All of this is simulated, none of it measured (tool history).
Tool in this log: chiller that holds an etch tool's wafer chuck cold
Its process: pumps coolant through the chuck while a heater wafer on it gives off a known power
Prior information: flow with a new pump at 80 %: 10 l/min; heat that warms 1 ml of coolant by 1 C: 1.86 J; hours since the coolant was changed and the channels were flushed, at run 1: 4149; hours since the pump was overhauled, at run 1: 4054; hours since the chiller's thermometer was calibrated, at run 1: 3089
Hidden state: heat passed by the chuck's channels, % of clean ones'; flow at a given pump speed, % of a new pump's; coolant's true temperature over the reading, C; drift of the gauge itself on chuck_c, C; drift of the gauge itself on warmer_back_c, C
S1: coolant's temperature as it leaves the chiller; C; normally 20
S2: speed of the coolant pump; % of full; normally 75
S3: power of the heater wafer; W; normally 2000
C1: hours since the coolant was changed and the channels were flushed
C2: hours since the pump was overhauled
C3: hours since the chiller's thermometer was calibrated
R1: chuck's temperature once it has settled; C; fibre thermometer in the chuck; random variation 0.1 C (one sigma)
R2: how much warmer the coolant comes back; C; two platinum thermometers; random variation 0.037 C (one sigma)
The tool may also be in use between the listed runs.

run,day,S1,S2,S3,C1,C2,C3,R1,R2
1,0.000,20,75,2000,4149,4054,3089,44.7,7.84
2,2.138,20,75,2000,4201,4105,3141,44.8,7.91
3,5.421,20,75,2000,4280,4184,3219,44.8,7.90
4,7.646,20,75,2000,4333,4237,3273,45.1,7.84
5,10.004,20,75,2000,4390,4294,3329,45.4,7.91
6,12.496,20,88,2000,4449,4353,3389,43.1,6.62
7,14.788,20,88,2000,4504,4408,3444,43.2,6.62
8,17.196,20,75,2000,4562,4466,3502,45.5,7.93
9,18.833,20,75,2000,4602,4506,3541,45.7,8.00
10,21.854,20,75,2000,4674,4578,3614,45.8,8.03
11,23.833,20,61,2000,4721,4626,3661,49.2,10.20
12,25.275,20,61,2000,4756,4660,3696,49.4,10.04
13,27.104,20,61,2000,4800,4704,3740,49.5,10.08
14,28.929,20,75,2000,4844,4748,3784,46.2,8.03
# day 29.525: coolant changed, channels flushed
15,32.329,20,75,2000,67,4823,3859,40.9,8.02
16,33.767,21,75,2000,102,4858,3894,41.9,8.09
17,36.088,12,84,1277,158,4914,3949,24.8,4.60

What does the tool deliver on the next run?
# day 36.992: coolant pump overhauled
18,39.196,30,84,2485,227,53,4019,?,?

R1: 52.4 C
R2: 7.58 C
Without the tool's hidden state the same run would have given R1 51.5 C, R2 7.56 C.
